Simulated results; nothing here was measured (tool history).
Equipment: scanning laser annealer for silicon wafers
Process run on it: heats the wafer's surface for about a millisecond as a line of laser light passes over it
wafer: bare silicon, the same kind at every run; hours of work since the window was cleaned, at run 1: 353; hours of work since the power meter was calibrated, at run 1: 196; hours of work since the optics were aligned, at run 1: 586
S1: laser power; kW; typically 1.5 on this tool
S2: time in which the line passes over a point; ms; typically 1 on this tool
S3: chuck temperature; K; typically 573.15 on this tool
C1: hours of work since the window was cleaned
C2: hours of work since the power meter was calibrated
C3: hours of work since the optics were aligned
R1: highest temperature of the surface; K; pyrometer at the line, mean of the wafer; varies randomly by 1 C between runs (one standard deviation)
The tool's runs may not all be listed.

{"run": 1, "hour": 0.0, "S1": 1.5, "S2": 1, "S3": 573.15, "C1": 353, "C2": 196, "C3": 586, "R1": 1306.15}
{"run": 2, "hour": 10.4, "S1": 1.5, "S2": 1, "S3": 573.15, "C1": 359, "C2": 202, "C3": 592, "R1": 1305.15}
{"run": 3, "hour": 21.5, "S1": 1.5, "S2": 1, "S3": 573.15, "C1": 366, "C2": 209, "C3": 599, "R1": 1303.15}
{"run": 4, "hour": 37.6, "S1": 1.5, "S2": 1, "S3": 556.15, "C1": 376, "C2": 219, "C3": 609, "R1": 1289.15}
{"run": 5, "hour": 48.4, "S1": 1.5, "S2": 0.79, "S3": 556.15, "C1": 383, "C2": 226, "C3": 616, "R1": 1205.15}
{"run": 6, "hour": 64.7, "S1": 1.5, "S2": 0.79, "S3": 586.15, "C1": 393, "C2": 236, "C3": 626, "R1": 1237.15}
{"run": 7, "hour": 81.9, "S1": 1.5, "S2": 0.79, "S3": 586.15, "C1": 403, "C2": 246, "C3": 636, "R1": 1237.15}
{"run": 8, "hour": 100.1, "S1": 1.5, "S2": 0.79, "S3": 586.15, "C1": 415, "C2": 257, "C3": 647, "R1": 1235.15}
{"run": 9, "hour": 119.4, "S1": 1.5, "S2": 0.79, "S3": 586.15, "C1": 426, "C2": 269, "C3": 659, "R1": 1234.15}
{"run": 10, "hour": 134.3, "S1": 1.5, "S2": 0.79, "S3": 586.15, "C1": 436, "C2": 279, "C3": 669, "R1": 1234.15}
{"run": 11, "hour": 152.0, "S1": 1.5, "S2": 0.79, "S3": 586.15, "C1": 447, "C2": 290, "C3": 680, "R1": 1233.15}
{"run": 12, "hour": 171.6, "S1": 1.5, "S2": 0.76, "S3": 573.15, "C1": 459, "C2": 302, "C3": 692, "R1": 1208.15}
{"run": 13, "hour": 187.1, "S1": 1.5, "S2": 1, "S3": 573.15, "C1": 468, "C2": 311, "C3": 701, "R1": 1301.15}
{"run": 14, "hour": 200.2, "S1": 1.534, "S2": 1, "S3": 573.15, "C1": 476, "C2": 319, "C3": 709, "R1": 1322.15}
{"run": 15, "hour": 216.3, "S1": 1.534, "S2": 1, "S3": 573.15, "C1": 486, "C2": 329, "C3": 719, "R1": 1322.15}
{"run": 16, "hour": 225.0, "S1": 1.534, "S2": 1, "S3": 573.15, "C1": 492, "C2": 335, "C3": 725, "R1": 1320.15}
{"run": 17, "hour": 235.5, "S1": 1.534, "S2": 0.93, "S3": 573.15, "C1": 498, "C2": 341, "C3": 731, "R1": 1295.15}
{"run": 18, "hour": 248.9, "S1": 1.534, "S2": 0.93, "S3": 573.15, "C1": 506, "C2": 349, "C3": 739, "R1": 1293.15}
{"run": 19, "hour": 265.2, "S1": 1.534, "S2": 0.93, "S3": 573.15, "C1": 517, "C2": 360, "C3": 750, "R1": 1294.15}
{"hour": 272.0, "done": "optics aligned, line set to its width"}
{"run": 20, "hour": 285.0, "S1": 1.534, "S2": 0.93, "S3": 573.15, "C1": 526, "C2": 369, "C3": 8, "R1": 1293.15}
{"run": 21, "hour": 304.8, "S1": 1.534, "S2": 0.93, "S3": 573.15, "C1": 538, "C2": 381, "C3": 20, "R1": 1291.15}
{"hour": 316.4, "done": "window over the wafer cleaned"}
{"run": 22, "hour": 323.1, "S1": 1.534, "S2": 0.93, "S3": 573.15, "C1": 4, "C2": 391, "C3": 30, "R1": 1309.15}
{"run": 23, "hour": 336.6, "S1": 1.534, "S2": 0.93, "S3": 573.15, "C1": 12, "C2": 399, "C3": 39, "R1": 1308.15}
{"run": 24, "hour": 348.9, "S1": 1.534, "S2": 0.93, "S3": 573.15, "C1": 20, "C2": 407, "C3": 46, "R1": 1307.15}
{"hour": 369.6, "done": "optics aligned, line set to its width, once more"}
{"run": 25, "hour": 374.2, "S1": 1.548, "S2": 0.78, "S3": 548.15, "C1": 33, "C2": 419, "C3": 3, "R1": 1239.15}
{"run": 26, "hour": 388.2, "S1": 1.5, "S2": 1, "S3": 541.15, "C1": 41, "C2": 428, "C3": 12, "R1": 1291.15}
{"run": 27, "hour": 402.2, "S1": 1.5, "S2": 1, "S3": 584.15, "C1": 50, "C2": 437, "C3": 20, "R1": 1334.15}
{"run": 28, "hour": 411.8, "S1": 1.489, "S2": 1.23, "S3": 573.15, "C1": 56, "C2": 443, "C3": 26, "R1": 1396.15}
{"run": 29, "hour": 425.2, "S1": 1.5, "S2": 1, "S3": 575.15, "C1": 64, "C2": 451, "C3": 34, "R1": 1322.15}
{"run": 30, "hour": 440.8, "S1": 1.5, "S2": 1, "S3": 575.15, "C1": 74, "C2": 461, "C3": 44, "R1": 1325.15}
{"run": 31, "hour": 452.4, "S1": 1.331, "S2": 0.99, "S3": 544.15, "C1": 81, "C2": 468, "C3": 51, "R1": 1181.15}
{"run": 32, "hour": 473.0, "S1": 1.51, "S2": 0.82, "S3": 538.15, "C1": 94, "C2": 480, "C3": 64, "R1": 1220.15}
{"run": 33, "hour": 488.6, "S1": 1.609, "S2": 1, "S3": 577.15, "C1": 103, "C2": 490, "C3": 74, "R1": 1395.15}
{"run": 34, "hour": 504.4, "S1": 1.5, "S2": 1.14, "S3": 598.15, "C1": 113, "C2": 500, "C3": 83, "R1": 1396.15}
{"run": 35, "hour": 514.1, "S1": 1.5, "S2": 1.14, "S3": 598.15, "C1": 119, "C2": 506, "C3": 89, "R1": 1393.15}
{"run": 36, "hour": 523.6, "S1": 1.44, "S2": 0.81, "S3": 581.15, "C1": 125, "C2": 512, "C3": 95, "R1": 1219.15}
{"run": 37, "hour": 538.5, "S1": 1.45, "S2": 0.81, "S3": 581.15, "C1": 134, "C2": 521, "C3": 104, "R1": 1225.15}
{"run": 38, "hour": 558.4, "S1": 1.306, "S2": 1.15, "S3": 583.15, "C1": 146, "C2": 533, "C3": 117, "R1": 1251.15}
{"run": 39, "hour": 572.9, "S1": 1.62, "S2": 1.13, "S3": 573.15, "C1": 155, "C2": 542, "C3": 126, "R1": 1449.15}
{"run": 40, "hour": 593.3, "S1": 1.561, "S2": 1.13, "S3": 552.15, "C1": 168, "C2": 555, "C3": 138, "R1": 1387.15}

What differs in the tool's unlogged condition from the final listed run ahead of each entry between runs to the first listed run following it?
After run 19, before run 20: optics aligned, line set to its width (hour 272)
  light that passes the window, % of a clean one's: 98.07 -> 98.04; width of the line over the set one, %: 1.6 -> 1.79
  measured result minus the result with no hidden state, R1: -28 -> -29 K
After run 21, before run 22: window over the wafer cleaned (hour 316.4)
  light that passes the window, % of a clean one's: 98 -> 99.76; laser's true power over the reading, %: 0.07 -> 0.08; width of the line over the set one, %: 1.81 -> 1.83
  measured result minus the result with no hidden state, R1: -29 -> -12 K
After run 24, before run 25: optics aligned, line set to its width, once more (hour 369.6)
  light that passes the window, % of a clean one's: 99.7 -> 99.66; laser's true power over the reading, %: 0.09 -> 0.1; width of the line over the set one, %: 1.86 -> 0.15
  measured result minus the result with no hidden state, R1: -13 -> -3 K
